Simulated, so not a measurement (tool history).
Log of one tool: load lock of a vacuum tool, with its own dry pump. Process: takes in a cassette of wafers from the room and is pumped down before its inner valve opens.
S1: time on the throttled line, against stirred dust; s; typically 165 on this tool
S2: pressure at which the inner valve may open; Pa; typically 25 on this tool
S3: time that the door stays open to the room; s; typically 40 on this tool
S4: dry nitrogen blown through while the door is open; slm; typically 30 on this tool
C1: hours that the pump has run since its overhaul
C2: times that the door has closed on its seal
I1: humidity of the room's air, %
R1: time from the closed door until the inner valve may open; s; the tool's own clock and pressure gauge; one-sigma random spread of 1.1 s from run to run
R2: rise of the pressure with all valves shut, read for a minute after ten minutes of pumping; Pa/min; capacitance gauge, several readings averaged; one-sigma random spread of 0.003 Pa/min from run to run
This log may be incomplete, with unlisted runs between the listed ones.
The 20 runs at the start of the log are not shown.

Run 21, hour 3821: usual settings but S1 101 s, S2 19 Pa, S3 96 s, S4 10 slm; C1 14984; C2 35051; I1 45.9. Result: R1 251.1 s, R2 0.254 Pa/min.
Run 22, hour 4087.2: usual settings but S1 139 s, S3 90 s, S4 13 slm; C1 15250; C2 35762; I1 45.9. Result: R1 272.3 s, R2 0.258 Pa/min.
At hour 4123.5: dry pump taken out, an overhauled one fitted.
Run 23, hour 4371.1: usual settings but S1 280 s, S2 47 Pa, S4 15 slm; C1 248; C2 36503; I1 42.4. Result: R1 352.9 s, R2 0.249 Pa/min.
Run 24, hour 4587.8: usual settings but S1 221 s, S2 43 Pa, S4 15 slm; C1 464; C2 37082; I1 42.8. Result: R1 311.6 s, R2 0.249 Pa/min.
Run 25, hour 4708.5: usual settings but S1 87 s, S2 31 Pa, S3 31 s, S4 16 slm; C1 585; C2 37404; I1 43.9. Result: R1 220.5 s, R2 0.258 Pa/min.
Run 26, hour 4904: usual settings but S1 87 s, S2 31 Pa, S3 29 s, S4 16 slm; C1 780; C2 37926; I1 40.4. Result: R1 219.1 s, R2 0.259 Pa/min.
Run 27, hour 5027.8: usual settings but S1 100 s, S2 47 Pa, S3 29 s, S4 16 slm; C1 904; C2 38257; I1 46.8. Result: R1 221.1 s, R2 0.267 Pa/min.
Run 28, hour 5216.3: usual settings but S1 100 s, S2 47 Pa, S3 29 s, S4 16 slm; C1 1093; C2 38760; I1 46.9. Result: R1 222.5 s, R2 0.268 Pa/min.
Run 29, hour 5379.7: usual settings but S1 100 s, S2 26 Pa, S3 43 s, S4 6 slm; C1 1256; C2 39196; I1 47.1. Result: R1 233.3 s, R2 0.289 Pa/min.
Run 30, hour 5603.8: usual settings but S2 24 Pa, S4 22 slm; C1 1480; C2 39794; I1 45.3. Result: R1 285.5 s, R2 0.288 Pa/min.
Run 31, hour 5843.6: usual settings but S3 77 s, S4 27 slm; C1 1720; C2 40434; I1 46.2. Result: R1 280.7 s, R2 0.297 Pa/min.
Run 32, hour 6004.4: usual settings but S2 22 Pa, S4 8 slm; C1 1881; C2 40863; I1 46. Result: R1 285.3 s, R2 0.302 Pa/min.
Run 33, hour 6223.8: usual settings but S1 95 s, S3 70 s; C1 2100; C2 41449; I1 45.6. Result: R1 230.4 s, R2 0.305 Pa/min.
Run 34, hour 6371.9: usual settings but S1 95 s, S3 70 s; C1 2248; C2 41845; I1 42. Result: R1 229.8 s, R2 0.301 Pa/min.
Run 35, hour 6509.5: usual settings but S1 184 s, S2 23 Pa, S3 70 s, S4 6 slm; C1 2386; C2 42212; I1 43.6. Result: R1 297.2 s, R2 0.321 Pa/min.

What if the next run were any one of these 5? Each begins from the tool's condition after run 35:
Run A, hour 6633.7: usual settings but S1 184 s, S2 23 Pa, S3 70 s, S4 38 slm; C1 2510; C2 42543; I1 45.2. Result: R1 ?, R2 ?.
Run B, hour 6633.7: usual settings but S1 102 s, S3 174 s; C1 2510; C2 42543; I1 44.2. Result: R1 ?, R2 ?.
Run C, hour 6633.7: usual settings but S1 155 s, S2 37 Pa, S3 134 s, S4 6 slm; C1 2510; C2 42543; I1 43.9. Result: R1 ?, R2 ?.
Run D, hour 6633.7: usual settings but S1 184 s, S2 23 Pa, S3 85 s, S4 32 slm; C1 2510; C2 42543; I1 45.3. Result: R1 ?, R2 ?.
Run E, hour 6633.7: usual settings but S1 126 s, S2 23 Pa, S3 53 s, S4 6 slm; C1 2510; C2 42543; I1 42.7. Result: R1 ?, R2 ?.

run     R1     R2
  A  298.2  0.312
  B  236.6  0.329
  C  267.6  0.335
  D  295.5  0.318
  E  255.7  0.321
Without the tool's unlogged condition, the same runs would have read:
run     R1     R2
  A  295.5   0.02
  B  233.3  0.035
  C  264.8  0.042
  D  292.8  0.026
  E  252.6  0.031

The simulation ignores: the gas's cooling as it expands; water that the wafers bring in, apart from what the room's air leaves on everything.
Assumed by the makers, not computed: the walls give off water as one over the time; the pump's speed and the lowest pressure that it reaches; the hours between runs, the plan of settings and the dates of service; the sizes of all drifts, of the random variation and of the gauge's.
